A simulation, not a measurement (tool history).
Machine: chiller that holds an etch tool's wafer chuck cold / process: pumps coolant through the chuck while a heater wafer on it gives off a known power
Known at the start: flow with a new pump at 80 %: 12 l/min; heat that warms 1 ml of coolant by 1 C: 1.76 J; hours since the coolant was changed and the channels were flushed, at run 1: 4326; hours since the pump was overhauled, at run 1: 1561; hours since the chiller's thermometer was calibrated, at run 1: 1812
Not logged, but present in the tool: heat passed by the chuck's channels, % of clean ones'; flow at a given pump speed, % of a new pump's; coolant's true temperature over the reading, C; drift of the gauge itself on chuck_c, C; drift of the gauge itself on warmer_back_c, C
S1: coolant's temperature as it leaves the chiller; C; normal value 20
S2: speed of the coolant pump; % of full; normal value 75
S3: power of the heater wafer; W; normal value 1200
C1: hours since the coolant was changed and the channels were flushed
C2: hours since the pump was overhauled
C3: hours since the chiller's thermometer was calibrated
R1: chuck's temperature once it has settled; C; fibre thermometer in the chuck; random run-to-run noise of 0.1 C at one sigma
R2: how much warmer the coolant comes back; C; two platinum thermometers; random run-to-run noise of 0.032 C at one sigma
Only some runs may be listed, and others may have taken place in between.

run,hour,S1,S2,S3,C1,C2,C3,R1,R2
1,0,20,75,1200,4326,1561,1812,37.3,3.85
2,44.4,20,75,1200,4370,1605,1856,37.3,3.86
3,90.3,20,87,1200,4416,1651,1902,35.1,3.33
4,142.5,20,87,1200,4468,1703,1954,35.2,3.31
5,175.5,20,87,1200,4501,1736,1987,35.2,3.35
6,219.7,14,87,1200,4545,1780,2031,29.3,3.36
7,275.5,20,75,1200,4601,1836,2087,37.4,3.91
8,319.6,20,75,1200,4645,1880,2131,37.6,3.91
9,365.6,20,75,1200,4691,1926,2177,37.6,3.95
10,396.2,20,61,1349,4722,1957,2208,44.1,5.5

Run 11, settings as shown, results not yet in. Your forecast:
11,428.1,12,70,931,4754,1989,2240,?,?

Logged for run 11: R1 26.5 C, R2 3.28 C.
Minus the tool's unlogged condition, the same run would have read R1 23.7 C, R2 3.04 C.
